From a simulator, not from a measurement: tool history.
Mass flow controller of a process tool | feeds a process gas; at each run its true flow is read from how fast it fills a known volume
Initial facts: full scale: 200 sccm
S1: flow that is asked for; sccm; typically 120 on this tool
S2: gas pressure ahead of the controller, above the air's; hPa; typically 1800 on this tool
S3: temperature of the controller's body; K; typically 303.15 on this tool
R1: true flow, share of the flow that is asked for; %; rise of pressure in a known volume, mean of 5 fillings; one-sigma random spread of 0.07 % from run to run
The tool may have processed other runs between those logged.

{"run": 1, "hour": 0.0, "S1": 120, "S2": 1800, "S3": 303.15, "R1": 99.13}
{"run": 2, "hour": 158.9, "S1": 120, "S2": 1800, "S3": 303.15, "R1": 99.35}
{"run": 3, "hour": 313.5, "S1": 120, "S2": 1800, "S3": 303.15, "R1": 99.12}
{"run": 4, "hour": 518.7, "S1": 120, "S2": 1800, "S3": 303.15, "R1": 99.36}
{"run": 5, "hour": 706.7, "S1": 120, "S2": 1800, "S3": 303.15, "R1": 99.22}
{"run": 6, "hour": 875.3, "S1": 120, "S2": 1800, "S3": 303.15, "R1": 99.28}
{"run": 7, "hour": 994.9, "S1": 120, "S2": 1800, "S3": 303.15, "R1": 99.15}
{"run": 8, "hour": 1093.5, "S1": 120, "S2": 1800, "S3": 303.15, "R1": 99.23}
{"run": 9, "hour": 1205.3, "S1": 120, "S2": 1800, "S3": 303.15, "R1": 99.32}
{"run": 10, "hour": 1362.4, "S1": 120, "S2": 1800, "S3": 303.15, "R1": 99.27}
{"run": 11, "hour": 1527.0, "S1": 172, "S2": 1800, "S3": 313.15, "R1": 100.35}
{"run": 12, "hour": 1650.9, "S1": 172, "S2": 1800, "S3": 300.15, "R1": 100.03}
{"run": 13, "hour": 1886.7, "S1": 172, "S2": 1800, "S3": 300.15, "R1": 99.9}
{"run": 14, "hour": 2100.4, "S1": 27, "S2": 1900, "S3": 311.15, "R1": 96.93}
{"run": 15, "hour": 2264.5, "S1": 83, "S2": 1900, "S3": 311.15, "R1": 99}
{"run": 16, "hour": 2488.0, "S1": 83, "S2": 1900, "S3": 311.15, "R1": 98.95}
{"run": 17, "hour": 2606.9, "S1": 105, "S2": 1430, "S3": 306.15, "R1": 99.29}

Here are 4 independent what-if runs from the current tool condition. What would each one return?
{"run": "A", "hour": 2764.9, "S1": 105, "S2": 2000, "S3": 300.15, "R1": "?"}
{"run": "B", "hour": 2764.9, "S1": 120, "S2": 1800, "S3": 303.15, "R1": "?"}
{"run": "C", "hour": 2764.9, "S1": 105, "S2": 1430, "S3": 304.15, "R1": "?"}
{"run": "D", "hour": 2764.9, "S1": 56, "S2": 1430, "S3": 304.15, "R1": "?"}

run=A R1=98.99
run=B R1=99.3
run=C R1=99.2
run=D R1=98.26
Without the tool's hidden state the same runs would have given:
run=A R1=99.04
run=B R1=99.28
run=C R1=99.25
run=D R1=98.82
